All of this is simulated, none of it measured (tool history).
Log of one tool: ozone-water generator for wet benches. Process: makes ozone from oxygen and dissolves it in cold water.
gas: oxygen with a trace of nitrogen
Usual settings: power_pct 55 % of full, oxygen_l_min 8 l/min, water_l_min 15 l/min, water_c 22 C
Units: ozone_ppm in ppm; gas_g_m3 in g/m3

run,hour,power_pct,oxygen_l_min,water_l_min,water_c,ozone_ppm,gas_g_m3
1,0,55,8,15,22,25.3,165.9
2,36.9,55,8,23,22,20.4,165.7
3,99.6,55,8,11,22,29.4,165.2
4,155.4,55,8,15,22,25.2,165.9
5,200.8,55,8,15,22,25.5,165.7
6,227.6,55,8,15,22,25,165.9
7,279.3,55,8,15,22,25.1,165.8
8,337.4,55,8,11,22,29.1,165.1
9,373.6,73,8,20,18,29,205.9
10,408.1,55,4,13,22,30.3,246.1
11,443.1,55,9.67,16,14,27.5,147.7
12,493.8,45,11.12,15,22,19.9,119.5
13,532.8,45,11.12,15,22,19.9,118.3
14,592.9,45,11.12,15,22,19.9,117.7
15,650.4,45,11.12,15,22,19.8,116.6
16,700.5,45,11.12,18,22,18.5,116.8

Forecast each of these 3 alternatives for the next run:
# hour 718.3: contactor cleaned
A,757.5,45,11.12,9,22,?,?
# hour 718.3: contactor cleaned
B,757.5,51,8,17,22,?,?
# hour 718.3: contactor cleaned
C,757.5,56,4.01,18,15,?,?

run,ozone_ppm,gas_g_m3
A,24.1,117.3
B,22.4,154
C,27.7,248.2
Without the tool's hidden state the same runs would have given:
run,ozone_ppm,gas_g_m3
A,24.6,118.4
B,22.9,155.5
C,28.3,250.9

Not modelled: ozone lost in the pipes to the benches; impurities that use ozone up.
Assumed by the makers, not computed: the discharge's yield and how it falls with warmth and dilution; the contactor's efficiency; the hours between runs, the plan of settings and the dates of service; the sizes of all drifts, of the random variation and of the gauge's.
